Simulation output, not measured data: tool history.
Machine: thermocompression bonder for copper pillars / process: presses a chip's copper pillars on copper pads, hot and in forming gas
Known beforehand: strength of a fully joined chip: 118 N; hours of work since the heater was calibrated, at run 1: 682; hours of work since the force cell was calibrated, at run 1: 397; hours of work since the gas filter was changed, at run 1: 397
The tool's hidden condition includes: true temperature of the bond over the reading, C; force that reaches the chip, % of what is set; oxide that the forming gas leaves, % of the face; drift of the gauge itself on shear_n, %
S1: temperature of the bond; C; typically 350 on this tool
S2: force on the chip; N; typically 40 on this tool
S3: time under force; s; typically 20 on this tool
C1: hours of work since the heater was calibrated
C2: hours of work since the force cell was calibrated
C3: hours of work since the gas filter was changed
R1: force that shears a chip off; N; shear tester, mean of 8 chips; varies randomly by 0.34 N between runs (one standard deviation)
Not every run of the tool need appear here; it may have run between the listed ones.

run    hour   S1  S2  S3    C1    C2   C3     R1
  1       0  350  40  20   682   397  397   68.6
  2    55.5  350  40  20   711   426  426   68.7
  3   108.5  350  27  20   738   453  453   53.4
      125.2  -- forming gas filter changed
  4   172.1  350  27  20   770   486   24   53.8
  5   237.4  352  40  20   804   519   58   69.9
  6   298.2  352  40  20   835   550   89   70.2
  7   340.9  350  40  20   857   572  111   68.8
  8   415.2  350  40  20   895   611  149   69.6
  9   486.9  350  40  10   932   648  186     55
 10   525.9  350  40  20   952   668  206   70.1
 11   590.2  350  40  20   985   701  239   69.3
 12   651.5  350  26  20  1017   732  271   53.2
 13   726.3  350  26  20  1055   771  309   52.6
 14   774.5  350  40  20  1080   796  334   70.1
 15   835.4  350  40  20  1112   827  365   70.1
      903.8  -- heater calibrated with a thermocouple chip
 16   908.2  350  37  20     2   863  402   66.5
 17   960.4  350  37  20    29   890  429   66.8
     1021.8  -- forming gas filter changed
 18  1031.7  350  37  20    66   927    5   67.1
 19  1083.4  367  49  48    92   953   32  103.1
     1111.5  -- gauge calibrated
 20  1154.7  367  49  48   129   990   68  100.7
 21  1210.8  336  36  45   158  1019   97   76.1
 22  1243.1  336  41  38   174  1035  114   77.6
 23  1279.1  352  41  26   193  1054  132   76.6
 24  1342.6  339  39  11   226  1087  165   51.5
 25  1387.1  350  40  18   248  1110  188   67.1
 26  1445.3  347  39  43   278  1139  218   82.8
 27  1517.4  347  39  43   315  1177  255     83
 28  1580.2  347  39  43   348  1209  287   83.6
 29  1657.9  345  43  44   388  1249  327   87.3
 30  1730.3  350  44  43   425  1286  365   90.2
 31    1795  350  44  43   458  1319  398   89.3
 32  1873.2  343  44  19   499  1360  438   69.4
 33  1905.9  326  44  24   515  1376  455   66.6
     1919.6  -- forming gas filter changed
 34  1940.5  326  46  55   533  1394   11   86.2
 35  2001.8  326  46  55   564  1426   42   87.4
     2018.3  -- force cell calibrated
 36    2050  326  46  55   588    16   66   86.6

Subtracting, for every run, the result it would have given without the tool's unlogged condition from the measured result gives the following. The same run-to-run variation enters both numbers; the gauge's scatter may not:
run    R1
  1    +0
  2  +0.1
  3  +0.2
  4  +0.3
  5  +0.5
  6  +0.6
  7  +0.6
  8  +0.8
  9  +0.7
 10  +0.9
 11  +1.1
 12  +0.9
 13  +0.9
 14  +1.4
 15  +1.5
 16  +1.4
 17  +1.5
 18  +1.7
 19  +2.7
 20  +0.1
 21  +0.1
 22  +0.3
 23  +0.3
 24  +0.3
 25  +0.5
 26  +0.6
 27  +0.8
 28  +0.9
 29  +1.1
 30  +1.3
 31  +1.4
 32  +1.2
 33  +1.3
 34  +1.7
 35    +2
 36    +2
